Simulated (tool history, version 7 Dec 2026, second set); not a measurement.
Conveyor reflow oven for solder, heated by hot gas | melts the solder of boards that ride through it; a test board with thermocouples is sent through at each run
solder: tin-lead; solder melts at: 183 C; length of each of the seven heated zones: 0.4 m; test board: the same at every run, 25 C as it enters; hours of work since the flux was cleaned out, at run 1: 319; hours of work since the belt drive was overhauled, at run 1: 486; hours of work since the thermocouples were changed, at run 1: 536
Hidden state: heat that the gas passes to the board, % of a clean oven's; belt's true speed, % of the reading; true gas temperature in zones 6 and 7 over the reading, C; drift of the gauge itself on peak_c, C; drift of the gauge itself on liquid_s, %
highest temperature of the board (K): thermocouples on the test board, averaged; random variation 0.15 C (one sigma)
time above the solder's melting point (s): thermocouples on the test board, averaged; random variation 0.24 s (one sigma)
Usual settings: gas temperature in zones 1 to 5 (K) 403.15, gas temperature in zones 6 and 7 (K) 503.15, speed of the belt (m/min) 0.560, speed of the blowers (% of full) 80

run	day	gas temperature in zones 1 to 5 (K)	gas temperature in zones 6 and 7 (K)	speed of the belt (m/min)	speed of the blowers (% of full)	hours of work since the flux was cleaned out	hours of work since the belt drive was overhauled	hours of work since the thermocouples were changed	highest temperature of the board (K)	time above the solder's melting point (s)
1	0.000	403.15	503.15	0.560	80	319	486	536	485.55	57.3
2	0.358	403.15	503.15	0.560	53	325	491	541	474.75	41.1
3	1.012	403.15	503.15	0.560	53	335	501	551	475.05	40.7
4	1.554	403.15	503.15	0.560	53	343	510	560	475.05	41.1
5	2.108	403.15	516.15	0.560	80	352	518	568	496.95	66.6
6	2.462	403.15	496.15	0.560	80	357	524	574	479.85	50.8
7	2.992	403.15	503.15	0.560	80	366	532	582	485.75	57.0
8	3.400	394.15	503.15	0.560	80	372	538	589	484.05	52.6
9	4.000	401.15	503.15	0.560	80	381	548	598	485.25	56.2
10	4.704	401.15	503.15	0.560	80	392	559	609	485.25	56.0
11	5.438	401.15	503.15	0.560	80	403	570	620	485.25	55.6
12	6.067	403.15	503.15	0.560	80	413	580	630	485.75	57.5
13	6.579	415.15	503.15	0.560	80	421	588	638	488.15	63.8
14	7.183	415.15	503.15	0.560	80	431	597	647	488.05	64.0
15	7.825	415.15	503.15	0.560	80	441	607	657	488.05	63.9
# day 8.412: flux residue cleaned out of gas plates and filters
16	8.500	415.15	503.15	0.560	51	1	614	665	478.85	51.4
17	9.250	416.15	495.15	0.560	80	13	626	676	483.35	60.7
18	10.054	416.15	496.15	0.609	80	25	639	689	481.55	53.3
19	10.538	403.15	504.15	0.560	55	33	646	696	478.45	47.0
20	11.117	403.15	504.15	0.560	55	42	655	705	478.75	46.7
21	11.812	403.15	504.15	0.560	55	53	666	716	478.65	46.5
22	12.496	403.15	504.15	0.610	81	63	677	727	486.05	52.5
23	12.892	403.15	504.15	0.610	81	70	683	733	485.75	52.6
24	13.350	403.15	495.15	0.560	70	77	690	740	477.85	48.0
25	13.929	403.15	495.15	0.560	70	86	699	749	477.65	47.3
26	14.312	403.15	512.15	0.560	80	92	705	755	495.25	66.3
27	15.042	403.15	512.15	0.560	80	103	716	766	495.45	66.2
28	15.483	403.15	503.15	0.487	83	110	723	773	492.95	75.1
29	15.812	395.15	503.15	0.523	53	115	728	778	477.35	46.2
30	16.362	390.15	499.15	0.535	62	123	737	787	476.65	43.7

Forecast each of these 5 alternatives for the next run:
A	17.117	407.15	503.15	0.560	80	135	748	798	?	?
B	17.117	391.15	503.15	0.560	80	135	748	798	?	?
C	17.117	403.15	503.15	0.640	73	135	748	798	?	?
D	17.117	392.15	503.15	0.459	80	135	748	798	?	?
E	17.117	403.15	506.15	0.560	80	135	748	798	?	?

run	highest temperature of the board (K)	time above the solder's melting point (s)
A	488.45	61.1
B	485.65	53.4
C	480.45	43.6
D	492.05	75.7
E	490.35	62.0
Without the tool's hidden state the same runs would have given:
run	highest temperature of the board (K)	time above the solder's melting point (s)
A	485.95	57.6
B	483.15	49.8
C	478.05	40.1
D	489.45	71.7
E	487.85	58.5
